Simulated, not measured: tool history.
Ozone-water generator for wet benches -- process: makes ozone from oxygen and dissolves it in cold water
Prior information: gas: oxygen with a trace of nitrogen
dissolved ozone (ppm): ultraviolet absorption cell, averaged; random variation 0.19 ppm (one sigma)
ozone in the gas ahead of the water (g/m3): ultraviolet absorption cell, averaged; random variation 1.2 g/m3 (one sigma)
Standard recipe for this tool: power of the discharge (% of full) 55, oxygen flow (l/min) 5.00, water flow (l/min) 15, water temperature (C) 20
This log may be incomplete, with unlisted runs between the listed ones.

run    hour  power of the discharge (% of full)  oxygen flow (l/min)  water flow (l/min)  water temperature (C)  dissolved ozone (ppm)  ozone in the gas ahead of the water (g/m3)
  1     0.0                                  55                 5.00                  15                     20                   25.3                                       208.3
  2   132.1                                  55                 5.00                  15                     20                   24.9                                       210.0
  3   207.3                                  55                 5.00                  15                     22                   23.8                                       209.6
  4   349.4                                  55                 5.00                  15                     20                   24.6                                       209.2
  5   453.6                                  55                 5.00                  15                     20                   24.8                                       208.9
  6   573.6                                  55                 5.00                  12                     20                   28.2                                       209.1
  7   663.5                                  55                 5.00                  12                     20                   27.6                                       210.5
  8   739.4                                  55                 5.00                  12                     20                   28.3                                       208.1
  9   870.1                                  55                 5.00                  12                     20                   28.2                                       207.2
 10   946.8                                  55                 5.00                  12                     20                   27.9                                       205.1
 11  1068.5                                  55                 5.00                  12                     20                   28.1                                       205.2
 12  1167.6                                  55                 5.00                  12                     20                   27.7                                       206.1
 13  1252.3                                  55                 5.00                  12                     20                   27.3                                       206.7
 14  1327.8                                  55                 5.00                  15                     20                   24.1                                       205.9
 15  1457.9                                  55                 5.00                  15                     20                   23.9                                       204.3
 16  1534.6                                  55                 5.00                  15                     20                   23.8                                       205.0
 17  1627.8                                  55                 5.00                  15                     20                   24.0                                       204.7
 18  1704.4                                  59                 4.54                  14                     27                   23.5                                       224.7
     1804.7  -- water thermometer calibrated
 19  1848.9                                  59                 4.54                  14                     27                   23.0                                       224.8
 20  1943.0                                  52                 2.63                  12                     20                   28.1                                       290.3
 21  2077.1                                  52                 2.63                  12                     20                   27.9                                       292.0
 22  2142.1                                  52                 6.62                  21                     20                   17.6                                       165.4
 23  2238.0                                  88                 3.97                  21                     21                   25.0                                       308.6
 24  2326.1                                  88                 4.59                  21                     21                   24.8                                       285.6
 25  2423.7                                  68                 5.00                  15                     20                   26.8                                       228.4
 26  2523.0                                  55                 5.00                  11                     20                   28.2                                       203.5
 27  2590.5                                  55                 5.00                  11                     20                   27.7                                       201.3
 28  2673.9                                  55                 5.00                  11                     15                   31.0                                       202.4
 29  2742.2                                  55                 5.00                  11                     15                   30.4                                       202.0
 30  2858.6                                  55                 5.00                  10                     13                   33.4                                       201.6
 31  2957.2                                  55                 5.00                  10                     13                   33.3                                       199.2
 32  3050.2                                  55                 5.00                  10                     13                   33.5                                       200.5
 33  3188.7                                  55                 5.06                  11                     20                   27.8                                       199.2
 34  3293.4                                  50                 3.13                  20                     26                   16.6                                       248.2

Predict each of these 3 candidate next runs independently; none follows another, all start after run 34:
  A  3358.2                                  50                 3.13                  17                     26                      ?                                           ?
  B  3358.2                                  55                 5.00                  24                     20                      ?                                           ?
  C  3358.2                                  50                 3.05                  16                     27                      ?                                           ?

run  dissolved ozone (ppm)  ozone in the gas ahead of the water (g/m3)
  A                   18.6                                       250.9
  B                   16.5                                       199.9
  C                   19.3                                       252.7
The same runs, with their run-to-run variation unchanged, on a tool lacking any hidden condition would have given:
run  dissolved ozone (ppm)  ozone in the gas ahead of the water (g/m3)
  A                   22.0                                       282.5
  B                   19.7                                       227.1
  C                   22.8                                       284.6
